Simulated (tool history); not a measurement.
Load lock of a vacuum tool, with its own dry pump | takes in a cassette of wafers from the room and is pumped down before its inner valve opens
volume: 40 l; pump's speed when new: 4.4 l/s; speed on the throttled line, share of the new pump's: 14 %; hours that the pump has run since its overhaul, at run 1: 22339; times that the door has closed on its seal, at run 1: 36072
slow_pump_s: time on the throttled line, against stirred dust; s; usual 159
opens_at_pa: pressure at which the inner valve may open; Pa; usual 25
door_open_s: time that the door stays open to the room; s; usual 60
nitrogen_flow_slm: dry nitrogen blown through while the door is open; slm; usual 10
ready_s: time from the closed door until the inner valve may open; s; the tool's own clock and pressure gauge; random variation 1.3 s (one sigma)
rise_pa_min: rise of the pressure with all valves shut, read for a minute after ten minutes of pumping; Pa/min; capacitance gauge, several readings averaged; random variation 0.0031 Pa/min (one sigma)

run     hour  slow_pump_s  opens_at_pa  door_open_s  nitrogen_flow_slm  hours that the pump has run since its overhaul  times that the door has closed on its seal  incoming humidity of the room's air, %  ready_s  rise_pa_min
  1      0.0          159           25           60                 10                                           22339                                       36072                                    51.9    222.8        0.481
  2    525.1          159           25           60                 10                                           22864                                       37387                                    45.9    223.7        0.505
  3   1182.7           93           25           60                 10                                           23522                                       39033                                    42.6    169.0        0.536
  4   1543.8           92           25           60                 10                                           23883                                       39937                                    44.5    170.2        0.551
  5   2111.8          159           25           60                 10                                           24451                                       41359                                    45.0    225.5        0.594
      2214.6  -- dry pump taken out, an overhauled one fitted
      2216.1  -- door's seal changed, seat wiped
  6   2557.3          159           25           60                 10                                             341                                         854                                    50.1    213.2        0.070
  7   3030.2          159           25           60                 10                                             814                                        2038                                    46.0    215.1        0.074
  8   3653.3          159           25           60                 10                                            1437                                        3598                                    45.8    212.0        0.087
  9   4313.8          159           25           60                 10                                            2098                                        5251                                    41.6    212.0        0.091
 10   4779.9           89           25           60                 10                                            2564                                        6418                                    46.5    153.0        0.109
 11   5442.5           89           25          177                 10                                            3226                                        8077                                    47.0    154.9        0.178
 12   6015.4          131           25          177                 10                                            3799                                        9512                                    45.5    190.4        0.188
 13   6546.6          131           25          177                 10                                            4331                                       10842                                    45.8    190.0        0.202
 14   6911.3          174           25           60                 10                                            4695                                       11754                                    43.5    229.1        0.155
 15   7374.6          270           28           82                  9                                            5158                                       12914                                    42.3    312.3        0.175
 16   7914.7          270           28           82                  9                                            5699                                       14267                                    45.5    309.5        0.194
 17   8233.9          270           28           82                  9                                            6018                                       15066                                    43.0    308.7        0.198
 18   8682.3           84           27           30                  6                                            6466                                       16189                                    46.4    150.7        0.190
 19   9199.0          159           23           60                 15                                            6983                                       17482                                    47.7    217.0        0.217
 20   9896.1          159           38           72                 10                                            7680                                       19227                                    45.6    212.8        0.261
 21  10505.9          159           25           53                 12                                            8290                                       20754                                    43.0    218.6        0.262
 22  10947.7          170           49           29                 12                                            8732                                       21860                                    49.1    219.5        0.269
 23  11294.4          170           49           29                 12                                            9078                                       22728                                    44.1    219.6        0.285
 24  11733.8          159           20           90                 10                                            9518                                       23828                                    45.2    221.4        0.342

The next listed run, before its measurement:
 25  12222.1          159           30           36                 10                                           10006                                       25051                                    46.1        ?            ?

Run 25 gave ready_s 214.5 s, rise_pa_min 0.335 Pa/min.
Without the tool's hidden state the same run would have given ready_s 210.6 s, rise_pa_min 0.048 Pa/min.

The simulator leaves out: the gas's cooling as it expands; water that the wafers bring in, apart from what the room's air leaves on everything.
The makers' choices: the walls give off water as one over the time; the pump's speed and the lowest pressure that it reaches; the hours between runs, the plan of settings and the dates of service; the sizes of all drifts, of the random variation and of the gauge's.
